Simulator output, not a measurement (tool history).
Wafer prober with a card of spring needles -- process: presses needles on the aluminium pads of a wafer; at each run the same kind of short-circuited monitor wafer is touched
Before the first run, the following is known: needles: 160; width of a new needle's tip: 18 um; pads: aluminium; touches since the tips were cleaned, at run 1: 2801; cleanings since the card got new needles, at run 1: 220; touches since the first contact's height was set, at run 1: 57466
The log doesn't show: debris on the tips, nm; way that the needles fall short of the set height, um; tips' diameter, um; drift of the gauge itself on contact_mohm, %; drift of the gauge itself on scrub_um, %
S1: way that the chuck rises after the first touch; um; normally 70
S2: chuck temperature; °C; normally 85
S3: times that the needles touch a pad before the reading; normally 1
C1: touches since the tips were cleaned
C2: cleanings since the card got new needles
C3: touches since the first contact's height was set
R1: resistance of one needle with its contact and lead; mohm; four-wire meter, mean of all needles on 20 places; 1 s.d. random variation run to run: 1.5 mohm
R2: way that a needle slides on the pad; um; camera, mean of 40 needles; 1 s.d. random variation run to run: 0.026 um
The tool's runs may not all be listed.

run	hour	S1	S2	S3	C1	C2	C3	R1	R2
1	0.0	70	85	1	2801	220	57466	145	15.61
# hour 2.8: tips cleaned on abrasive film
# hour 16.4: tips cleaned on abrasive film
# hour 30.1: tips cleaned on abrasive film
# hour 43.7: tips cleaned on abrasive film
# hour 57.2: tips cleaned on abrasive film
2	57.2	70	85	1	0	225	72539	148	15.62
# hour 68.1: tips cleaned on abrasive film
# hour 81.7: tips cleaned on abrasive film
# hour 95.4: tips cleaned on abrasive film
# hour 107.6: tips cleaned on abrasive film
3	107.6	70	85	1	0	229	85839	148	15.59
# hour 121.2: tips cleaned on abrasive film
# hour 132.2: tips cleaned on abrasive film
# hour 145.8: tips cleaned on abrasive film
# hour 157.2: tips cleaned on abrasive film
4	157.2	70	85	1	0	233	98921	147	15.64
# hour 170.8: tips cleaned on abrasive film
# hour 184.5: tips cleaned on abrasive film
# hour 198.1: tips cleaned on abrasive film
# hour 211.7: tips cleaned on abrasive film
5	214.5	70	30	1	733	237	114040	137	15.67
# hour 225.4: tips cleaned on abrasive film
# hour 239.0: tips cleaned on abrasive film
# hour 249.9: tips cleaned on abrasive film
# hour 263.5: tips cleaned on abrasive film
# hour 277.2: tips cleaned on abrasive film
6	280.3	70	85	1	848	242	131417	146	15.64
# hour 288.6: tips cleaned on abrasive film
# hour 299.5: tips cleaned on abrasive film
# hour 313.1: tips cleaned on abrasive film
# hour 326.7: tips cleaned on abrasive film
7	330.6	70	85	3	1037	246	144681	149	15.63
# hour 338.9: tips cleaned on abrasive film
# hour 352.5: tips cleaned on abrasive film
# hour 366.1: tips cleaned on abrasive film
# hour 377.0: tips cleaned on abrasive film
8	386.3	70	85	3	2474	250	159384	146	15.64
# hour 389.1: tips cleaned on abrasive film
# hour 402.8: tips cleaned on abrasive film
# hour 416.4: tips cleaned on abrasive film
# hour 430.0: tips cleaned on abrasive film
# hour 442.5: tips cleaned on abrasive film
9	442.5	69	85	3	0	255	174178	147	15.44
# hour 456.1: tips cleaned on abrasive film
# hour 467.0: tips cleaned on abrasive film
# hour 480.7: tips cleaned on abrasive film
# hour 491.6: tips cleaned on abrasive film
# hour 505.2: tips cleaned on abrasive film
# hour 518.8: tips cleaned on abrasive film
10	529.2	69	27	3	2755	261	197072	139	15.44
# hour 532.0: tips cleaned on abrasive film
# hour 542.9: tips cleaned on abrasive film
# hour 556.5: tips cleaned on abrasive film
# hour 567.5: tips cleaned on abrasive film
# hour 581.1: tips cleaned on abrasive film
# hour 594.1: tips cleaned on abrasive film
11	594.1	69	27	3	0	267	214179	136	15.44
# hour 607.8: tips cleaned on abrasive film
# hour 621.4: tips cleaned on abrasive film
# hour 635.0: tips cleaned on abrasive film
# hour 648.6: tips cleaned on abrasive film
12	649.4	70	85	1	198	271	228761	142	15.61
# hour 660.3: tips cleaned on abrasive film
# hour 671.2: tips cleaned on abrasive film
# hour 683.2: card fitted with new needles
# hour 696.8: tips cleaned on abrasive film
# hour 710.5: tips cleaned on abrasive film
13	716.2	70	85	1	1513	2	8706	146	15.72
# hour 721.7: tips cleaned on abrasive film
# hour 735.3: tips cleaned on abrasive film
# hour 746.2: tips cleaned on abrasive film
# hour 759.8: tips cleaned on abrasive film
# hour 773.5: tips cleaned on abrasive film
# hour 787.1: tips cleaned on abrasive film
14	789.3	70	85	1	591	8	27995	147	15.66
# hour 800.2: tips cleaned on abrasive film
# hour 813.9: tips cleaned on abrasive film
# hour 824.8: tips cleaned on abrasive film
# hour 838.4: tips cleaned on abrasive film
# hour 852.0: tips cleaned on abrasive film
# hour 865.7: tips cleaned on abrasive film
15	867.8	70	85	1	561	14	48695	145	15.70
# hour 878.7: tips cleaned on abrasive film
# hour 892.3: tips cleaned on abrasive film
# hour 905.9: tips cleaned on abrasive film
# hour 919.6: tips cleaned on abrasive film
16	926.8	81	50	2	1912	18	64274	135	18.13
# hour 932.3: tips cleaned on abrasive film
# hour 945.9: tips cleaned on abrasive film
# hour 959.5: tips cleaned on abrasive film
# hour 973.2: tips cleaned on abrasive film
17	982.5	81	50	2	2481	22	78983	137	18.17
# hour 985.3: tips cleaned on abrasive film
# hour 998.9: tips cleaned on abrasive film
# hour 1012.6: tips cleaned on abrasive film
# hour 1026.2: tips cleaned on abrasive film
# hour 1039.8: tips cleaned on abrasive film
# hour 1053.4: tips cleaned on abrasive film
18	1053.7	72	50	1	66	28	97751	141	16.13
# hour 1064.6: tips cleaned on abrasive film
# hour 1078.2: tips cleaned on abrasive film
# hour 1091.4: tips cleaned on abrasive film
19	1091.4	63	108	2	0	31	107688	154	14.12
# hour 1105.0: tips cleaned on abrasive film
# hour 1118.6: tips cleaned on abrasive film
# hour 1132.2: tips cleaned on abrasive film
# hour 1145.9: tips cleaned on abrasive film
# hour 1156.8: tips cleaned on abrasive film
# hour 1167.7: tips cleaned on abrasive film
20	1167.7	63	108	2	0	37	127834	154	14.12
# hour 1181.2: tips cleaned on abrasive film
# hour 1194.8: tips cleaned on abrasive film
# hour 1205.7: tips cleaned on abrasive film
# hour 1218.2: tips cleaned on abrasive film
21	1218.2	70	85	2	0	41	141152	147	15.69
# hour 1229.2: tips cleaned on abrasive film
# hour 1242.8: tips cleaned on abrasive film
# hour 1256.4: tips cleaned on abrasive film
# hour 1270.0: tips cleaned on abrasive film
# hour 1281.0: tips cleaned on abrasive film
# hour 1294.3: tips cleaned on abrasive film
22	1294.3	70	85	2	0	47	161222	148	15.71
# hour 1307.9: tips cleaned on abrasive film
# hour 1321.6: tips cleaned on abrasive film
# hour 1335.2: tips cleaned on abrasive film
# hour 1348.8: tips cleaned on abrasive film
23	1354.8	89	79	2	1587	51	177194	139	19.98

A few steps of R2 between consecutive runs. Split each: what settings, incoming material and random variation would produce without the hidden state, and what is left over for the hidden state, along with gauge scatter present in only one of the two compared results (measured, and without hidden state):
Run 9 -> 10: S2 85 -> 27, tips cleaned on abrasive film, tips cleaned on abrasive film, tips cleaned on abrasive film, tips cleaned on abrasive film, tips cleaned on abrasive film, tips cleaned on abrasive film. R2 +0.00 um: hidden state +0.02, all else -0.02.
Run 15 -> 16: S1 70 -> 81, S2 85 -> 50, S3 1 -> 2, tips cleaned on abrasive film, tips cleaned on abrasive film, tips cleaned on abrasive film, tips cleaned on abrasive film. R2 +2.43 um: hidden state +0.02, all else +2.41.
Run 22 -> 23: S1 70 -> 89, S2 85 -> 79, tips cleaned on abrasive film, tips cleaned on abrasive film, tips cleaned on abrasive film, tips cleaned on abrasive film. R2 +4.27 um: hidden state +0.03, all else +4.24.
